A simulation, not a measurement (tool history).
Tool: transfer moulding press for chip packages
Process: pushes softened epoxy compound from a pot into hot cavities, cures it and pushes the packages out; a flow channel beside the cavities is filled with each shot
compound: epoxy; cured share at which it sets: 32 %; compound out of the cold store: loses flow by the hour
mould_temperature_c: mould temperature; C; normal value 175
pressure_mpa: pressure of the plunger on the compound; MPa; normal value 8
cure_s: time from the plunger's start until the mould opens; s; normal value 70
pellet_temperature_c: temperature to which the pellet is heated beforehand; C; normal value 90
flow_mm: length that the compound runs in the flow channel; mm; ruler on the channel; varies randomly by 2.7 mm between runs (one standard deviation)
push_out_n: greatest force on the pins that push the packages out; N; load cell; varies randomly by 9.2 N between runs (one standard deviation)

run	hour	mould_temperature_c	pressure_mpa	cure_s	pellet_temperature_c	incoming compound's hours out of the cold store	flow_mm	push_out_n
1	0	175	8	70	90	25.5	517	358
2	30.9	175	8	55	90	22.7	522	1250
# hour 44.9: cavities cleaned with cleaning compound and waxed
# hour 59.1: mould's thermocouples calibrated
3	65.6	175	8	65	90	25.6	521	754
4	85	175	8.53	70	90	43.8	485	652
# hour 92.2: cavities cleaned with cleaning compound and waxed
5	106.3	180	8.53	70	90	23.5	528	446
6	123.9	180	8.53	70	90	42	480	486
# hour 137.1: cavities cleaned with cleaning compound and waxed
7	138.4	175	6.34	70	90	32.3	443	395
8	151.9	175	6.34	70	90	39.4	424	528
# hour 166.8: plunger's sealing rings changed
9	168.2	173	8	70	90	20.9	542	776
# hour 185: cavities cleaned with cleaning compound and waxed
10	197.4	173	8	70	90	26.2	525	653
11	217.6	173	8	55	90	17.1	550	1501
# hour 229.8: cavities cleaned with cleaning compound and waxed
12	246.2	173	8	55	90	42.5	477	1195
13	269.8	173	8	55	90	37.2	492	1531
# hour 275.4: cavities cleaned with cleaning compound and waxed
14	289.7	175	8	53	90	19.1	535	1231
15	313.3	174	6.58	70	87	17	490	750
# hour 321.4: cavities cleaned with cleaning compound and waxed
16	335.5	174	6.58	70	87	15.2	497	647
17	356.6	174	6.58	70	87	21.8	474	751
# hour 367.9: plunger's sealing rings changed
# hour 369.4: cavities cleaned with cleaning compound and waxed
18	379.6	174	8.91	54	87	16.2	584	1221
19	399.9	175	6.81	70	90	22.3	488	658
# hour 413.7: cavities cleaned with cleaning compound and waxed
20	416.1	175	8.98	70	97	28.4	545	417
21	442.5	175	8.98	70	97	11.3	592	636
# hour 460.2: cavities cleaned with cleaning compound and waxed
22	468	175	8.98	70	97	9.8	592	528
23	494.7	182	8.57	94	81	46.3	466	425
# hour 504.6: cavities cleaned with cleaning compound and waxed
24	516.6	178	7.63	68	88	18.2	517	497
25	534.2	175	8	52	90	32	497	1470
# hour 548.5: cavities cleaned with cleaning compound and waxed
26	550.7	180	9.2	109	82	22.6	550	277

Alternative continuations, all from the tool just after run 26; predict every row:
# hour 570.4: plunger's sealing rings changed
A	582.8	176	6.71	57	82	35.6	?	?
# hour 570.4: plunger's sealing rings changed
B	582.8	175	8	70	92	38.4	?	?
# hour 570.4: plunger's sealing rings changed
C	582.8	170	8.59	109	93	23.1	?	?

run	flow_mm	push_out_n
A	452	1160
B	488	612
C	562	453
With no hidden state in the tool, these same runs would have given:
run	flow_mm	push_out_n
A	454	730
B	490	385
C	565	278

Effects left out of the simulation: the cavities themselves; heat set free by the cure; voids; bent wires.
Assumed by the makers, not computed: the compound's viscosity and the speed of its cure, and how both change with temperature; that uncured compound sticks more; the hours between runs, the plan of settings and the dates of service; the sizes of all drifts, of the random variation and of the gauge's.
